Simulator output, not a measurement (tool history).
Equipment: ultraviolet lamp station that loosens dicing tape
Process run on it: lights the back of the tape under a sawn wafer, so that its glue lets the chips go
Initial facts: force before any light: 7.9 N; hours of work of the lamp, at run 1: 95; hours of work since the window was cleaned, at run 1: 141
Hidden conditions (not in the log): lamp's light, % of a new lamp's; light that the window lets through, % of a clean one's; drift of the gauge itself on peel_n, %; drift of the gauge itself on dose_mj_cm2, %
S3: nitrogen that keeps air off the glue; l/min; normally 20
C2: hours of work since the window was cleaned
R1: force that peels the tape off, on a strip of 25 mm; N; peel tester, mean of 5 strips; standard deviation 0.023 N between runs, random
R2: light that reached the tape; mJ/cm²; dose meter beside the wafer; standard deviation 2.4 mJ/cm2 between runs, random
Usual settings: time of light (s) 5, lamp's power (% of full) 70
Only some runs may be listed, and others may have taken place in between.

Run 1, day 0.000: usual settings; hours of work of the lamp 95; C2 141. Result: R1 1.156 N, R2 285 mJ/cm².
Run 2, day 0.675: usual settings but S3 14 l/min; hours of work of the lamp 103; C2 148. Result: R1 1.412 N, R2 283 mJ/cm².
Run 3, day 1.642: usual settings; hours of work of the lamp 114; C2 159. Result: R1 1.093 N, R2 281 mJ/cm².
Run 4, day 2.308: usual settings but time of light (s) 3; hours of work of the lamp 122; C2 167. Result: R1 2.399 N, R2 168 mJ/cm².
Run 5, day 3.083: usual settings but time of light (s) 3; hours of work of the lamp 131; C2 176. Result: R1 2.345 N, R2 168 mJ/cm².
Run 6, day 3.646: usual settings; hours of work of the lamp 137; C2 183. Result: R1 1.125 N, R2 282 mJ/cm².
Run 7, day 4.379: usual settings; hours of work of the lamp 146; C2 191. Result: R1 1.137 N, R2 281 mJ/cm².
Run 8, day 5.029: usual settings; hours of work of the lamp 153; C2 199. Result: R1 1.139 N, R2 287 mJ/cm².
Run 9, day 6.000: usual settings; hours of work of the lamp 164; C2 210. Result: R1 1.122 N, R2 274 mJ/cm².
Run 10, day 6.433: usual settings; hours of work of the lamp 169; C2 215. Result: R1 1.167 N, R2 280 mJ/cm².
Run 11, day 7.308: usual settings; hours of work of the lamp 179; C2 225. Result: R1 1.146 N, R2 281 mJ/cm².
Run 12, day 7.879: usual settings but lamp's power (% of full) 69; hours of work of the lamp 186; C2 231. Result: R1 1.173 N, R2 278 mJ/cm².
Run 13, day 8.454: usual settings but lamp's power (% of full) 62; hours of work of the lamp 193; C2 238. Result: R1 1.444 N, R2 250 mJ/cm².
Run 14, day 8.862: usual settings but lamp's power (% of full) 68, S3 8 l/min; hours of work of the lamp 197; C2 243. Result: R1 2.055 N, R2 272 mJ/cm².
Run 15, day 9.604: usual settings but lamp's power (% of full) 95, S3 22 l/min; hours of work of the lamp 206; C2 251. Result: R1 0.599 N, R2 381 mJ/cm².
Run 16, day 10.533: usual settings but lamp's power (% of full) 95, S3 22 l/min; hours of work of the lamp 217; C2 262. Result: R1 0.599 N, R2 383 mJ/cm².
Run 17, day 11.433: usual settings but time of light (s) 3, lamp's power (% of full) 87, S3 14 l/min; hours of work of the lamp 227; C2 272. Result: R1 2.115 N, R2 211 mJ/cm².
Run 18, day 11.896: usual settings but time of light (s) 3, lamp's power (% of full) 87, S3 14 l/min; hours of work of the lamp 232; C2 278. Result: R1 2.159 N, R2 212 mJ/cm².
Run 19, day 12.838: usual settings but lamp's power (% of full) 73, S3 17 l/min; hours of work of the lamp 243; C2 289. Result: R1 1.180 N, R2 299 mJ/cm².
Run 20, day 13.488: usual settings but lamp's power (% of full) 73, S3 17 l/min; hours of work of the lamp 251; C2 296. Result: R1 1.188 N, R2 295 mJ/cm².
Run 21, day 14.058: usual settings but time of light (s) 6, lamp's power (% of full) 93, S3 15 l/min; hours of work of the lamp 257; C2 303. Result: R1 0.568 N, R2 452 mJ/cm².
Run 22, day 14.538: usual settings but time of light (s) 6, lamp's power (% of full) 93, S3 15 l/min; hours of work of the lamp 263; C2 308. Result: R1 0.556 N, R2 446 mJ/cm².
Run 23, day 15.362: usual settings but lamp's power (% of full) 86; hours of work of the lamp 272; C2 318. Result: R1 0.771 N, R2 346 mJ/cm².
Run 24, day 16.079: usual settings but lamp's power (% of full) 86; hours of work of the lamp 280; C2 326. Result: R1 0.760 N, R2 347 mJ/cm².
Run 25, day 16.625: usual settings but lamp's power (% of full) 86; hours of work of the lamp 287; C2 332. Result: R1 0.779 N, R2 343 mJ/cm².
Run 26, day 17.388: usual settings but lamp's power (% of full) 67, S3 39 l/min; hours of work of the lamp 296; C2 341. Result: R1 0.848 N, R2 264 mJ/cm².

Consider 5 possible next runs. They are alternatives, not a sequence: every one starts from the tool as it was left by run 26. What does each give?
Run A, day 17.854: usual settings but time of light (s) 3, lamp's power (% of full) 79, S3 30 l/min; hours of work of the lamp 301; C2 346. Result: R1 ?, R2 ?.
Run B, day 17.854: usual settings but lamp's power (% of full) 69; hours of work of the lamp 301; C2 346. Result: R1 ?, R2 ?.
Run C, day 17.854: usual settings but time of light (s) 10, lamp's power (% of full) 65, S3 39 l/min; hours of work of the lamp 301; C2 346. Result: R1 ?, R2 ?.
Run D, day 17.854: usual settings but time of light (s) 9, lamp's power (% of full) 75, S3 22 l/min; hours of work of the lamp 301; C2 346. Result: R1 ?, R2 ?.
Run E, day 17.854: usual settings but S3 36 l/min; hours of work of the lamp 301; C2 346. Result: R1 ?, R2 ?.

run     R1   R2
  A  1.675  188
  B  1.169  278
  C  0.250  515
  D  0.302  541
  E  0.811  287
Take away the tool's hidden state, keep each run's random variation, and the runs would have read:
run     R1   R2
  A  1.672  188
  B  1.167  278
  C  0.250  516
  D  0.302  541
  E  0.809  287
